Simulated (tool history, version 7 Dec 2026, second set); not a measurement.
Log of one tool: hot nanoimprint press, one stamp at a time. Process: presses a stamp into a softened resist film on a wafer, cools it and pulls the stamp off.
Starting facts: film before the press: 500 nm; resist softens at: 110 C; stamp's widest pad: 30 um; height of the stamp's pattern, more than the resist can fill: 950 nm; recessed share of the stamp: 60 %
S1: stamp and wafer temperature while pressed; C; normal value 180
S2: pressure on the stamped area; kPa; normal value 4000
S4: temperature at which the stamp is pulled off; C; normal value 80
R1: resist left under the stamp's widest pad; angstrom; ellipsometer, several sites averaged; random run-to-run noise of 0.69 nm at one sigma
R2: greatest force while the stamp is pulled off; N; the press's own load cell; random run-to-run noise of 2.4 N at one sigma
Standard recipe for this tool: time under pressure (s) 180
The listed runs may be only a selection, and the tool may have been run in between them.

{"run": 1, "hour": 0.0, "S1": 180, "S2": 4000, "time under pressure (s)": 180, "S4": 80, "R1": 2245, "R2": 106}
{"run": 2, "hour": 36.2, "S1": 180, "S2": 4000, "time under pressure (s)": 180, "S4": 80, "R1": 2248, "R2": 108}
{"run": 3, "hour": 77.0, "S1": 180, "S2": 4000, "time under pressure (s)": 180, "S4": 80, "R1": 2258, "R2": 112}
{"run": 4, "hour": 116.2, "S1": 180, "S2": 4000, "time under pressure (s)": 180, "S4": 80, "R1": 2251, "R2": 110}
{"run": 5, "hour": 141.4, "S1": 180, "S2": 4000, "time under pressure (s)": 167, "S4": 80, "R1": 2302, "R2": 111}
{"hour": 162.9, "done": "stamp cleaned and given a new release coat"}
{"run": 6, "hour": 180.7, "S1": 180, "S2": 4000, "time under pressure (s)": 167, "S4": 80, "R1": 2309, "R2": 109}
{"run": 7, "hour": 211.4, "S1": 180, "S2": 4000, "time under pressure (s)": 180, "S4": 82, "R1": 2256, "R2": 101}
{"run": 8, "hour": 242.7, "S1": 180, "S2": 2410, "time under pressure (s)": 180, "S4": 80, "R1": 2788, "R2": 110}
{"hour": 263.7, "done": "plate thermocouple calibrated"}
{"run": 9, "hour": 297.9, "S1": 190, "S2": 4000, "time under pressure (s)": 180, "S4": 80, "R1": 1563, "R2": 111}
{"run": 10, "hour": 334.7, "S1": 190, "S2": 4000, "time under pressure (s)": 180, "S4": 80, "R1": 1578, "R2": 104}
{"run": 11, "hour": 391.8, "S1": 180, "S2": 4000, "time under pressure (s)": 180, "S4": 80, "R1": 2249, "R2": 103}
{"run": 12, "hour": 449.1, "S1": 180, "S2": 4000, "time under pressure (s)": 180, "S4": 80, "R1": 2247, "R2": 105}
{"run": 13, "hour": 501.7, "S1": 180, "S2": 4000, "time under pressure (s)": 180, "S4": 80, "R1": 2257, "R2": 109}
{"run": 14, "hour": 557.1, "S1": 180, "S2": 3660, "time under pressure (s)": 238, "S4": 86, "R1": 2110, "R2": 94}
{"run": 15, "hour": 603.2, "S1": 186, "S2": 4140, "time under pressure (s)": 92, "S4": 65, "R1": 2314, "R2": 130}
{"run": 16, "hour": 630.0, "S1": 186, "S2": 4140, "time under pressure (s)": 92, "S4": 65, "R1": 2305, "R2": 133}
{"hour": 636.3, "done": "plate thermocouple calibrated"}
{"run": 17, "hour": 663.2, "S1": 180, "S2": 4000, "time under pressure (s)": 220, "S4": 80, "R1": 2103, "R2": 102}
{"run": 18, "hour": 695.0, "S1": 180, "S2": 4000, "time under pressure (s)": 220, "S4": 80, "R1": 2081, "R2": 108}
{"run": 19, "hour": 727.0, "S1": 180, "S2": 4000, "time under pressure (s)": 180, "S4": 85, "R1": 2239, "R2": 99}
{"run": 20, "hour": 768.6, "S1": 189, "S2": 4000, "time under pressure (s)": 322, "S4": 80, "R1": 1272, "R2": 103}
{"run": 21, "hour": 810.6, "S1": 180, "S2": 4000, "time under pressure (s)": 199, "S4": 80, "R1": 2149, "R2": 111}
{"run": 22, "hour": 835.3, "S1": 180, "S2": 4000, "time under pressure (s)": 127, "S4": 80, "R1": 2565, "R2": 106}
{"hour": 877.8, "done": "stamp cleaned and given a new release coat"}
{"run": 23, "hour": 891.3, "S1": 174, "S2": 4430, "time under pressure (s)": 170, "S4": 80, "R1": 2701, "R2": 107}

Consider 4 possible next runs. They are alternatives, not a sequence: every one starts from the tool as it was left by run 23. What does each give?
{"run": "A", "hour": 935.7, "S1": 174, "S2": 5220, "time under pressure (s)": 105, "S4": 75, "R1": "?", "R2": "?"}
{"run": "B", "hour": 935.7, "S1": 187, "S2": 2760, "time under pressure (s)": 170, "S4": 80, "R1": "?", "R2": "?"}
{"run": "C", "hour": 935.7, "S1": 177, "S2": 2850, "time under pressure (s)": 336, "S4": 80, "R1": "?", "R2": "?"}
{"run": "D", "hour": 935.7, "S1": 174, "S2": 5310, "time under pressure (s)": 170, "S4": 80, "R1": "?", "R2": "?"}

run=A R1=2983 R2=115
run=B R1=2129 R2=106
run=C R1=2311 R2=105
run=D R1=2526 R2=104
With the hidden condition removed and each run's random variation left untouched, the same runs would have given:
run=A R1=2984 R2=115
run=B R1=2130 R2=106
run=C R1=2312 R2=105
run=D R1=2527 R2=104
